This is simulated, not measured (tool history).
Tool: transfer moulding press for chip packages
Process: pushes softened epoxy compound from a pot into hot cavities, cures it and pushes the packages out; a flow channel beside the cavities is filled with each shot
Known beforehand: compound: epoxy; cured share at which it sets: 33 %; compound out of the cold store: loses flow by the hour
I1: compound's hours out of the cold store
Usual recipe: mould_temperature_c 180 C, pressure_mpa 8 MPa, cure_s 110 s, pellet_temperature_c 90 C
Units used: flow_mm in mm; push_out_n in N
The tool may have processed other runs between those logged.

Run 1, day 0: usual settings; I1 9.8. Result: flow_mm 648 mm, push_out_n 591 N.
Run 2, day 2.208: usual settings; I1 12.4. Result: flow_mm 642 mm, push_out_n 587 N.
Run 3, day 4.2: usual settings; I1 22.4. Result: flow_mm 624 mm, push_out_n 573 N.
At day 5.942: cavities cleaned with cleaning compound and waxed.
Run 4, day 6.688: usual settings but pressure_mpa 7.95 MPa; I1 8.1. Result: flow_mm 659 mm, push_out_n 595 N.
Run 5, day 8.325: usual settings but pressure_mpa 7.95 MPa; I1 13.8. Result: flow_mm 630 mm, push_out_n 596 N.
Run 6, day 9.862: usual settings but pressure_mpa 8.83 MPa; I1 42.4. Result: flow_mm 584 mm, push_out_n 543 N.
Run 7, day 11.85: usual settings but pressure_mpa 8.83 MPa; I1 24.6. Result: flow_mm 624 mm, push_out_n 554 N.
At day 12.796: cavities cleaned with cleaning compound and waxed.
Run 8, day 13.192: usual settings but pressure_mpa 8.83 MPa; I1 29.8. Result: flow_mm 617 mm, push_out_n 538 N.
Run 9, day 15.067: usual settings but pellet_temperature_c 98 C; I1 25.1. Result: flow_mm 603 mm, push_out_n 550 N.
Run 10, day 16.9: usual settings but cure_s 135 s; I1 12.2. Result: flow_mm 638 mm, push_out_n 427 N.
Run 11, day 18.892: usual settings but cure_s 135 s; I1 12.9. Result: flow_mm 631 mm, push_out_n 450 N.
At day 19.471: cavities cleaned with cleaning compound and waxed.
Run 12, day 19.979: usual settings but cure_s 135 s; I1 42.2. Result: flow_mm 555 mm, push_out_n 430 N.
At day 21.225: plunger's sealing rings changed.
Run 13, day 21.788: usual settings but cure_s 135 s; I1 28.9. Result: flow_mm 594 mm, push_out_n 448 N.
Run 14, day 23.546: usual settings but cure_s 135 s; I1 43.2. Result: flow_mm 546 mm, push_out_n 434 N.
Run 15, day 24.958: usual settings but cure_s 135 s; I1 30.3. Result: flow_mm 586 mm, push_out_n 426 N.
At day 26.404: cavities cleaned with cleaning compound and waxed.
Run 16, day 26.458: usual settings but pressure_mpa 9.5 MPa, cure_s 135 s, pellet_temperature_c 92 C; I1 34. Result: flow_mm 620 mm, push_out_n 413 N.
Run 17, day 27.925: usual settings but pressure_mpa 9.5 MPa, cure_s 135 s, pellet_temperature_c 92 C; I1 42.9. Result: flow_mm 597 mm, push_out_n 435 N.
Run 18, day 30.1: usual settings but cure_s 112 s; I1 30.7. Result: flow_mm 590 mm, push_out_n 533 N.
Run 19, day 31.179: usual settings but cure_s 112 s; I1 16.4. Result: flow_mm 624 mm, push_out_n 551 N.
Run 20, day 32.625: usual settings but mould_temperature_c 182 C, pressure_mpa 7.19 MPa, cure_s 112 s; I1 18.6. Result: flow_mm 583 mm, push_out_n 517 N.
At day 33.142: cavities cleaned with cleaning compound and waxed.
Run 21, day 34.762: usual settings but mould_temperature_c 182 C, pressure_mpa 7.19 MPa, cure_s 112 s; I1 30.7. Result: flow_mm 546 mm, push_out_n 493 N.
At day 35.154: mould's thermocouples calibrated.
Run 22, day 36.058: usual settings but mould_temperature_c 187 C, pressure_mpa 6.75 MPa, cure_s 107 s, pellet_temperature_c 98 C; I1 15.4. Result: flow_mm 572 mm, push_out_n 444 N.
Run 23, day 37.462: usual settings but mould_temperature_c 187 C, pressure_mpa 6.75 MPa, cure_s 107 s, pellet_temperature_c 98 C; I1 31.7. Result: flow_mm 526 mm, push_out_n 442 N.
Run 24, day 39.367: usual settings but mould_temperature_c 187 C, pressure_mpa 6.75 MPa, cure_s 137 s, pellet_temperature_c 83 C; I1 24. Result: flow_mm 550 mm, push_out_n 402 N.
At day 40.025: cavities cleaned with cleaning compound and waxed.
Run 25, day 41.467: usual settings but mould_temperature_c 187 C, pressure_mpa 6.75 MPa, cure_s 137 s, pellet_temperature_c 83 C; I1 37.4. Result: flow_mm 507 mm, push_out_n 394 N.
Run 26, day 43.683: usual settings but mould_temperature_c 182 C, pressure_mpa 6.75 MPa, cure_s 103 s, pellet_temperature_c 93 C; I1 24.8. Result: flow_mm 543 mm, push_out_n 578 N.
Run 27, day 45.292: usual settings but pressure_mpa 8.36 MPa, pellet_temperature_c 97 C; I1 8.3. Result: flow_mm 667 mm, push_out_n 589 N.
At day 46.738: cavities cleaned with cleaning compound and waxed.
Run 28, day 46.875: usual settings but pressure_mpa 6.09 MPa, cure_s 138 s, pellet_temperature_c 84 C; I1 16.2. Result: flow_mm 545 mm, push_out_n 427 N.
Run 29, day 49.342: usual settings but mould_temperature_c 183 C, pressure_mpa 9.85 MPa, cure_s 127 s, pellet_temperature_c 85 C; I1 8.7. Result: flow_mm 728 mm, push_out_n 443 N.

Below are 3 alternative next runs, each starting from the tool's condition after run 29. Predict each:
Run A, day 50.621: usual settings but mould_temperature_c 183 C, pressure_mpa 7.95 MPa, cure_s 127 s, pellet_temperature_c 85 C; I1 37.5. Result: flow_mm ?, push_out_n ?.
Run B, day 50.621: usual settings but cure_s 128 s; I1 32.3. Result: flow_mm ?, push_out_n ?.
Run C, day 50.621: usual settings but mould_temperature_c 177 C, pellet_temperature_c 87 C; I1 29.9. Result: flow_mm ?, push_out_n ?.

run  flow_mm  push_out_n
  A      548         415
  B      582         454
  C      595         675
With the hidden condition removed and each run's random variation left untouched, the same runs would have given:
run  flow_mm  push_out_n
  A      550         408
  B      584         446
  C      597         664

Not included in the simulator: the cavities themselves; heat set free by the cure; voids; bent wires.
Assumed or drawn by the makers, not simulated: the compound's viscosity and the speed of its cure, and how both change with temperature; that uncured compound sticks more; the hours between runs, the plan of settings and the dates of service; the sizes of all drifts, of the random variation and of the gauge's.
